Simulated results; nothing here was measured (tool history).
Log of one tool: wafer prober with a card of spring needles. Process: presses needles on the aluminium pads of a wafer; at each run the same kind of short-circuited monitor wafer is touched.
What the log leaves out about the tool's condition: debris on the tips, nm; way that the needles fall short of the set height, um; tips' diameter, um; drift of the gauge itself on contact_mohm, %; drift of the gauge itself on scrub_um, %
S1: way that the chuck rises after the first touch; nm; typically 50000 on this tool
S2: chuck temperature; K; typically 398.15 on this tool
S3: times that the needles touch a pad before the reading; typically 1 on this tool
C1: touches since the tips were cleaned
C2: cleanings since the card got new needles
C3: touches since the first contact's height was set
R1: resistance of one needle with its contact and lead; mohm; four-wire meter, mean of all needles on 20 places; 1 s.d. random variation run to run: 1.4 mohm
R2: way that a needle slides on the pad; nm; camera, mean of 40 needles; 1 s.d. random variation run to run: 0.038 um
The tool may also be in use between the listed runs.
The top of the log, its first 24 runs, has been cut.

run   hour     S1      S2  S3    C1  C2     C3   R1    R2
     160.5  -- tips cleaned on abrasive film
 25  169.1  67000  398.15   2  2206  28  34646  141  8370
     175.8  -- tips cleaned on abrasive film
 26  178.6  45000  306.15   1   704  29  37014  133  5550
 27  183.7  50000  398.15   1  2014  29  38324  149  6220
 28  190.4  50000  398.15   2  3718  29  40028  146  6230
       191  -- tips cleaned on abrasive film
 29  200.5  50000  398.15   2  2434  30  42569  147  6180
     206.3  -- tips cleaned on abrasive film
 30  207.2  50000  398.15   2   236  31  44247  134  6150
 31  217.4  50000  398.15   2  2803  31  46814  146  6240
     221.4  -- tips cleaned on abrasive film
 32  225.3  54000  398.15   2   988  32  48799  136  6650
 33  233.9  54000  322.15   2  3175  32  50986  134  6690

4 ways to go on from here, each from the tool as it stands after run 33. What would each give?
     236.6  -- tips cleaned on abrasive film
  A  242.3  44000  365.15   1  1470  33  53108   ?   ?
     236.6  -- tips cleaned on abrasive film
  B  242.3  34000  322.15   2  1470  33  53108   ?   ?
     236.6  -- tips cleaned on abrasive film
  C  242.3  54000  312.15   2  1470  33  53108   ?   ?
     236.6  -- tips cleaned on abrasive film
  D  242.3  51000  334.15   1  1470  33  53108   ?   ?

run   R1    R2
  A  147  5420
  B  148  4110
  C  128  6710
  D  136  6250
With no hidden state in the tool, these same runs would have given:
run   R1    R2
  A  126  5640
  B  125  4330
  C  119  6930
  D  119  6470
